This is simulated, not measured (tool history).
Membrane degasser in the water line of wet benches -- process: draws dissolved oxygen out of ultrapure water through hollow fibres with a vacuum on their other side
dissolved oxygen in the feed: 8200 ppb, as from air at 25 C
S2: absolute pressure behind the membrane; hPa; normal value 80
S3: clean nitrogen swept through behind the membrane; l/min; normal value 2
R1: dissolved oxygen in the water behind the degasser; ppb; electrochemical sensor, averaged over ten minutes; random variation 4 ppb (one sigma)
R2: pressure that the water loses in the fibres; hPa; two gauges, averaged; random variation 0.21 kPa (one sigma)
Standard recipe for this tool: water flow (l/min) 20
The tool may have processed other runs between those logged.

{"run": 1, "hour": 0.0, "water flow (l/min)": 20, "S2": 80, "S3": 2, "R1": 404.4, "R2": 512}
{"run": 2, "hour": 174.7, "water flow (l/min)": 20, "S2": 80, "S3": 2, "R1": 408.2, "R2": 514.6}
{"run": 3, "hour": 373.7, "water flow (l/min)": 20, "S2": 80, "S3": 3.78, "R1": 358, "R2": 515}
{"run": 4, "hour": 558.9, "water flow (l/min)": 20, "S2": 80, "S3": 3.78, "R1": 352, "R2": 508.7}
{"hour": 746.0, "done": "vacuum gauge calibrated"}
{"run": 5, "hour": 775.2, "water flow (l/min)": 20, "S2": 80, "S3": 2, "R1": 400.7, "R2": 512.5}
{"run": 6, "hour": 914.2, "water flow (l/min)": 26, "S2": 80, "S3": 2, "R1": 551.7, "R2": 669.3}
{"run": 7, "hour": 1114.5, "water flow (l/min)": 26, "S2": 80, "S3": 2, "R1": 558.7, "R2": 665.5}
{"run": 8, "hour": 1321.1, "water flow (l/min)": 26, "S2": 80, "S3": 2, "R1": 565.3, "R2": 667.6}
{"run": 9, "hour": 1592.3, "water flow (l/min)": 26, "S2": 80, "S3": 2, "R1": 553.2, "R2": 661.3}
{"run": 10, "hour": 1853.1, "water flow (l/min)": 20, "S2": 80, "S3": 2, "R1": 401.9, "R2": 513.9}
{"run": 11, "hour": 2057.9, "water flow (l/min)": 12, "S2": 80, "S3": 2, "R1": 193.1, "R2": 305}
{"hour": 2139.4, "done": "seals of the vacuum lines changed"}
{"run": 12, "hour": 2348.1, "water flow (l/min)": 12, "S2": 80, "S3": 2, "R1": 196.4, "R2": 308}
{"run": 13, "hour": 2520.8, "water flow (l/min)": 12, "S2": 80, "S3": 2, "R1": 195, "R2": 306}
{"run": 14, "hour": 2757.2, "water flow (l/min)": 20, "S2": 80, "S3": 2, "R1": 399.2, "R2": 512.6}
{"run": 15, "hour": 2894.3, "water flow (l/min)": 20, "S2": 80, "S3": 2, "R1": 403.4, "R2": 510.1}
{"run": 16, "hour": 3227.6, "water flow (l/min)": 20, "S2": 80, "S3": 3.58, "R1": 356.2, "R2": 517.2}
{"run": 17, "hour": 3533.3, "water flow (l/min)": 13, "S2": 89.3, "S3": 2.07, "R1": 232, "R2": 336.8}
{"run": 18, "hour": 3795.9, "water flow (l/min)": 20, "S2": 142, "S3": 2, "R1": 535.5, "R2": 511.4}
{"hour": 4097.7, "done": "membrane cartridge changed"}
{"run": 19, "hour": 4097.8, "water flow (l/min)": 19, "S2": 74.4, "S3": 2, "R1": 364.2, "R2": 486.4}
{"run": 20, "hour": 4285.5, "water flow (l/min)": 19, "S2": 74.4, "S3": 2, "R1": 362.8, "R2": 487.2}
{"run": 21, "hour": 4471.0, "water flow (l/min)": 12, "S2": 58.7, "S3": 5.38, "R1": 145.6, "R2": 308.5}

Run 22 has not been measured yet. What should we expect?
{"run": 22, "hour": 4771.8, "water flow (l/min)": 14, "S2": 176.4, "S3": 1.42, "R1": "?", "R2": "?"}

{"run 22": {"R1": 476.8, "R2": 357.2}}
With no hidden state in the tool, this same run would have given R1 476.7 ppb, R2 357.1 hPa.
